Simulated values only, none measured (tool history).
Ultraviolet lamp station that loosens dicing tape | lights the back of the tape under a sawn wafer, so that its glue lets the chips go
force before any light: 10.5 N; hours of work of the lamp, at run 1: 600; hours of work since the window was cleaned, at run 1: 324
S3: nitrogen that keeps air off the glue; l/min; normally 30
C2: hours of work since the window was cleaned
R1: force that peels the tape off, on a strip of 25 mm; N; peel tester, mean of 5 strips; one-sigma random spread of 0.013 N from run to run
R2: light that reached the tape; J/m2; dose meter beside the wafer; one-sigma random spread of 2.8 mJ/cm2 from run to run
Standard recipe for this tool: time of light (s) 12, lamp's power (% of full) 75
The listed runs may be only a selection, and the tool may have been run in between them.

run 1 hour=0 | time_of_light_(s)=12 lamp's_power_(%_of_full)=75 S3=30 | hours_of_work_of_the_lamp=600 C2=324 | R1=0.642 R2=3830
run 2 hour=70 | time_of_light_(s)=12 lamp's_power_(%_of_full)=75 S3=30 | hours_of_work_of_the_lamp=629 C2=353 | R1=0.629 R2=3770
run 3 hour=137.5 | time_of_light_(s)=12 lamp's_power_(%_of_full)=75 S3=30 | hours_of_work_of_the_lamp=656 C2=380 | R1=0.63 R2=3810
run 4 hour=204.7 | time_of_light_(s)=12 lamp's_power_(%_of_full)=75 S3=30 | hours_of_work_of_the_lamp=684 C2=408 | R1=0.637 R2=3830
-- hour=218.7 window cleaned of glue's vapour
run 5 hour=239.6 | time_of_light_(s)=12 lamp's_power_(%_of_full)=75 S3=30 | hours_of_work_of_the_lamp=698 C2=9 | R1=0.627 R2=3810
run 6 hour=285.6 | time_of_light_(s)=12 lamp's_power_(%_of_full)=75 S3=30 | hours_of_work_of_the_lamp=716 C2=27 | R1=0.66 R2=3810
run 7 hour=324 | time_of_light_(s)=12 lamp's_power_(%_of_full)=75 S3=30 | hours_of_work_of_the_lamp=732 C2=43 | R1=0.612 R2=3850
run 8 hour=375.8 | time_of_light_(s)=12 lamp's_power_(%_of_full)=75 S3=30 | hours_of_work_of_the_lamp=753 C2=64 | R1=0.652 R2=3840
run 9 hour=442.2 | time_of_light_(s)=12 lamp's_power_(%_of_full)=75 S3=30 | hours_of_work_of_the_lamp=780 C2=91 | R1=0.633 R2=3820
run 10 hour=503.5 | time_of_light_(s)=12 lamp's_power_(%_of_full)=75 S3=30 | hours_of_work_of_the_lamp=805 C2=116 | R1=0.643 R2=3860
run 11 hour=566.7 | time_of_light_(s)=12 lamp's_power_(%_of_full)=75 S3=54 | hours_of_work_of_the_lamp=831 C2=142 | R1=0.406 R2=3810
run 12 hour=625.2 | time_of_light_(s)=8 lamp's_power_(%_of_full)=75 S3=30 | hours_of_work_of_the_lamp=855 C2=166 | R1=1.423 R2=2560
run 13 hour=662.9 | time_of_light_(s)=8 lamp's_power_(%_of_full)=75 S3=10 | hours_of_work_of_the_lamp=870 C2=181 | R1=2.863 R2=2520
run 14 hour=708.3 | time_of_light_(s)=6 lamp's_power_(%_of_full)=75 S3=10 | hours_of_work_of_the_lamp=889 C2=200 | R1=3.94 R2=1940
run 15 hour=750 | time_of_light_(s)=6 lamp's_power_(%_of_full)=75 S3=10 | hours_of_work_of_the_lamp=906 C2=217 | R1=3.994 R2=1910
run 16 hour=806.7 | time_of_light_(s)=6 lamp's_power_(%_of_full)=75 S3=10 | hours_of_work_of_the_lamp=929 C2=240 | R1=3.93 R2=1890
run 17 hour=853.1 | time_of_light_(s)=6 lamp's_power_(%_of_full)=75 S3=10 | hours_of_work_of_the_lamp=948 C2=259 | R1=3.859 R2=1900
run 18 hour=890.5 | time_of_light_(s)=6 lamp's_power_(%_of_full)=75 S3=10 | hours_of_work_of_the_lamp=963 C2=274 | R1=3.847 R2=1920
run 19 hour=924.7 | time_of_light_(s)=6 lamp's_power_(%_of_full)=75 S3=10 | hours_of_work_of_the_lamp=977 C2=288 | R1=3.992 R2=1900
run 20 hour=986.3 | time_of_light_(s)=6 lamp's_power_(%_of_full)=75 S3=14 | hours_of_work_of_the_lamp=1002 C2=313 | R1=3.5 R2=1880
run 21 hour=1047.2 | time_of_light_(s)=14 lamp's_power_(%_of_full)=88 S3=16 | hours_of_work_of_the_lamp=1027 C2=338 | R1=0.501 R2=5230
run 22 hour=1094.5 | time_of_light_(s)=12 lamp's_power_(%_of_full)=93 S3=18 | hours_of_work_of_the_lamp=1047 C2=358 | R1=0.61 R2=4710
run 23 hour=1157.8 | time_of_light_(s)=24 lamp's_power_(%_of_full)=69 S3=38 | hours_of_work_of_the_lamp=1073 C2=384 | R1=0.174 R2=7040
run 24 hour=1196.6 | time_of_light_(s)=21 lamp's_power_(%_of_full)=79 S3=31 | hours_of_work_of_the_lamp=1088 C2=399 | R1=0.178 R2=7020
-- hour=1232.7 window cleaned of glue's vapour
run 25 hour=1237.8 | time_of_light_(s)=12 lamp's_power_(%_of_full)=83 S3=16 | hours_of_work_of_the_lamp=1105 C2=2 | R1=0.848 R2=4220
run 26 hour=1268.6 | time_of_light_(s)=12 lamp's_power_(%_of_full)=83 S3=16 | hours_of_work_of_the_lamp=1118 C2=15 | R1=0.87 R2=4250
run 27 hour=1308.4 | time_of_light_(s)=12 lamp's_power_(%_of_full)=67 S3=16 | hours_of_work_of_the_lamp=1134 C2=31 | R1=1.336 R2=3430
run 28 hour=1369.1 | time_of_light_(s)=20 lamp's_power_(%_of_full)=99 S3=47 | hours_of_work_of_the_lamp=1159 C2=56 | R1=0.145 R2=8390
run 29 hour=1402.8 | time_of_light_(s)=22 lamp's_power_(%_of_full)=75 S3=36 | hours_of_work_of_the_lamp=1172 C2=69 | R1=0.172 R2=6940
run 30 hour=1441.2 | time_of_light_(s)=8 lamp's_power_(%_of_full)=67 S3=22 | hours_of_work_of_the_lamp=1188 C2=85 | R1=2.104 R2=2290
run 31 hour=1490.7 | time_of_light_(s)=21 lamp's_power_(%_of_full)=89 S3=45 | hours_of_work_of_the_lamp=1208 C2=105 | R1=0.155 R2=7970
run 32 hour=1520 | time_of_light_(s)=19 lamp's_power_(%_of_full)=63 S3=43 | hours_of_work_of_the_lamp=1220 C2=117 | R1=0.248 R2=5090
run 33 hour=1570.6 | time_of_light_(s)=8 lamp's_power_(%_of_full)=75 S3=30 | hours_of_work_of_the_lamp=1241 C2=138 | R1=1.447 R2=2520
run 34 hour=1604.2 | time_of_light_(s)=8 lamp's_power_(%_of_full)=75 S3=30 | hours_of_work_of_the_lamp=1255 C2=152 | R1=1.478 R2=2620
run 35 hour=1659.5 | time_of_light_(s)=8 lamp's_power_(%_of_full)=99 S3=30 | hours_of_work_of_the_lamp=1277 C2=174 | R1=0.844 R2=3370
run 36 hour=1709.8 | time_of_light_(s)=12 lamp's_power_(%_of_full)=61 S3=37 | hours_of_work_of_the_lamp=1298 C2=195 | R1=0.866 R2=3100
run 37 hour=1754.3 | time_of_light_(s)=17 lamp's_power_(%_of_full)=61 S3=15 | hours_of_work_of_the_lamp=1316 C2=213 | R1=0.814 R2=4380

For each entry between runs, how does the tool's hidden state at the last listed run before it compare with that at the first listed run after it?
Between runs 4 and 5: window cleaned of glue's vapour (hour 218.7)
  light that the window lets through, % of a clean one's: 99.8 -> 100
  measured result minus the result with no hidden state, R2: -10 -> -10 J/m2
Between runs 24 and 25: window cleaned of glue's vapour (hour 1232.7)
  light that the window lets through, % of a clean one's: 99.8 -> 100
  measured result minus the result with no hidden state, R2: -30 -> +0 J/m2

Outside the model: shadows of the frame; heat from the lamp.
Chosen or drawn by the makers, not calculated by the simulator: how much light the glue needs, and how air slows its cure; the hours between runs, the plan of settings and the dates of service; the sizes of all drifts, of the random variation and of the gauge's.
